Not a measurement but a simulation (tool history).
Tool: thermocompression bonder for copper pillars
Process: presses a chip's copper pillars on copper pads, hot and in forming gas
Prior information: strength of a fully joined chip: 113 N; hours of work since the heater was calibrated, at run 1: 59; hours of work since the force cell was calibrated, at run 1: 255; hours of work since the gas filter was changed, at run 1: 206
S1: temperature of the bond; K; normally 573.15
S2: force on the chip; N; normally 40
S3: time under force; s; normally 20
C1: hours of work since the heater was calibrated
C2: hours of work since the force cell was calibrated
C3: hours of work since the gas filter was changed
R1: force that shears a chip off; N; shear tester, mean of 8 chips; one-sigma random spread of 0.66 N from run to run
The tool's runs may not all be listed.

run,hour,S1,S2,S3,C1,C2,C3,R1
1,0.0,573.15,40,20,59,255,206,42.6
2,30.7,573.15,40,20,72,268,218,43.3
3,47.3,567.15,40,20,78,274,225,39.3
4,61.6,567.15,40,20,84,280,230,38.9
5,80.6,567.15,41,20,92,288,238,40.1
6,105.0,573.15,40,20,101,297,248,41.6
7,121.3,573.15,40,20,108,304,254,42.7
8,135.8,573.15,25,20,114,310,260,32.3
# hour 142.9: forming gas filter changed
9,159.0,573.15,25,20,123,319,6,31.8
10,187.4,573.15,25,20,134,330,18,31.7
11,208.9,573.15,25,20,143,339,26,32.6
12,235.1,573.15,27,20,153,349,37,32.8
13,264.1,573.15,27,20,165,361,49,34.0
14,290.5,575.15,40,53,176,372,59,63.0
15,311.8,548.15,25,44,184,380,68,32.2
16,342.8,548.15,25,44,197,393,80,32.5
17,370.1,571.15,39,26,207,404,91,47.6
18,386.2,600.15,40,22,214,410,98,56.7
19,405.0,600.15,40,22,222,418,105,56.8
20,433.7,600.15,40,22,233,429,117,56.8
21,465.2,555.15,40,15,246,442,129,29.6
22,481.6,555.15,40,15,252,448,136,29.7
23,513.5,567.15,25,28,265,461,149,35.3
24,539.2,567.15,25,28,275,471,159,34.4
25,567.0,573.15,27,12,286,483,170,28.0
26,598.9,583.15,40,15,299,495,183,42.5

Here are 4 independent what-if runs from the current tool condition. What would each one return?
A,613.2,553.15,40,20,305,501,189,?
B,613.2,573.15,40,12,305,501,189,?
C,613.2,573.15,46,20,305,501,189,?
D,613.2,583.15,60,33,305,501,189,?

run,R1
A,33.3
B,35.4
C,46.7
D,69.6
Take away the tool's hidden state, keep each run's random variation, and the runs would have read:
run,R1
A,33.5
B,35.7
C,47.0
D,70.1

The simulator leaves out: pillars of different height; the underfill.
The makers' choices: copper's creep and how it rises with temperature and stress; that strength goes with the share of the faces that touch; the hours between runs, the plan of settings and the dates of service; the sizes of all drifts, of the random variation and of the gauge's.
